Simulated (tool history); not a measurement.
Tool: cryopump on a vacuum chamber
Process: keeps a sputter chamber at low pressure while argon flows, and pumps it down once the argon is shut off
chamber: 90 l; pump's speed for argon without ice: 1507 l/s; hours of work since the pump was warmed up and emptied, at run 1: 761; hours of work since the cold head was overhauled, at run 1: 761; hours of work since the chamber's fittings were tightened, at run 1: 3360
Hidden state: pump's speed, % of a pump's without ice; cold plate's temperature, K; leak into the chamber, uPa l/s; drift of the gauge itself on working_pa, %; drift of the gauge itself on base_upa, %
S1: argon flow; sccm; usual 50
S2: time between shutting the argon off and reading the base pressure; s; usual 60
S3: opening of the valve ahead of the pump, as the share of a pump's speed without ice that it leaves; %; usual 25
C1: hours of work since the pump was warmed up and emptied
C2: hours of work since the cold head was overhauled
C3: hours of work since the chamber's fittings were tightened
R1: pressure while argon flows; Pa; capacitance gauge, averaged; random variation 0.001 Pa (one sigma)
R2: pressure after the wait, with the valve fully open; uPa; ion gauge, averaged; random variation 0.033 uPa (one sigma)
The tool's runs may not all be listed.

run 1 hour=0 | S1=50 S2=60 S3=25 | C1=761 C2=761 C3=3360 | R1=0.2348 R2=3.15
run 2 hour=32.9 | S1=50 S2=60 S3=25 | C1=788 C2=788 C3=3387 | R1=0.2333 R2=3.17
run 3 hour=59.7 | S1=50 S2=60 S3=25 | C1=810 C2=810 C3=3408 | R1=0.2343 R2=3.19
run 4 hour=84.2 | S1=50 S2=60 S3=25 | C1=830 C2=830 C3=3428 | R1=0.2349 R2=3.17
run 5 hour=116.8 | S1=50 S2=60 S3=25 | C1=856 C2=856 C3=3455 | R1=0.2338 R2=3.27
run 6 hour=146.5 | S1=50 S2=60 S3=25 | C1=880 C2=880 C3=3479 | R1=0.2353 R2=3.22
run 7 hour=170.1 | S1=50 S2=248 S3=25 | C1=899 C2=899 C3=3498 | R1=0.235 R2=2.11
run 8 hour=202.2 | S1=50 S2=248 S3=25 | C1=925 C2=925 C3=3524 | R1=0.2361 R2=2.14
run 9 hour=234 | S1=50 S2=60 S3=25 | C1=951 C2=951 C3=3550 | R1=0.2376 R2=3.44
-- hour=250.6 leaking fittings of the chamber tightened, without venting
run 10 hour=264.8 | S1=50 S2=60 S3=25 | C1=974 C2=974 C3=12 | R1=0.2372 R2=1.84
run 11 hour=299.1 | S1=50 S2=60 S3=25 | C1=1002 C2=1002 C3=39 | R1=0.2379 R2=1.8
run 12 hour=325.6 | S1=50 S2=60 S3=25 | C1=1024 C2=1024 C3=61 | R1=0.237 R2=1.82
run 13 hour=359.9 | S1=50 S2=60 S3=25 | C1=1051 C2=1051 C3=89 | R1=0.2353 R2=1.84
run 14 hour=397.1 | S1=50 S2=60 S3=25 | C1=1082 C2=1082 C3=119 | R1=0.2389 R2=1.83
run 15 hour=416.1 | S1=31 S2=60 S3=25 | C1=1097 C2=1097 C3=134 | R1=0.147 R2=1.86
run 16 hour=454.9 | S1=50 S2=60 S3=25 | C1=1128 C2=1128 C3=166 | R1=0.2387 R2=1.83
run 17 hour=474.9 | S1=50 S2=60 S3=25 | C1=1145 C2=1145 C3=182 | R1=0.2397 R2=1.88
run 18 hour=512.6 | S1=50 S2=60 S3=25 | C1=1175 C2=1175 C3=212 | R1=0.2379 R2=1.93

Run 19 comes next. What will it give?
-- hour=522.8 pump warmed up, emptied and cooled again
run 19 hour=533.4 | S1=50 S2=283 S3=22 | C1=9 C2=1188 C3=225 | R1=? R2=?

R1: 0.2568 Pa
R2: 0.57 uPa
Without the tool's hidden state the same run would have given R1 0.2556 Pa, R2 0.47 uPa.
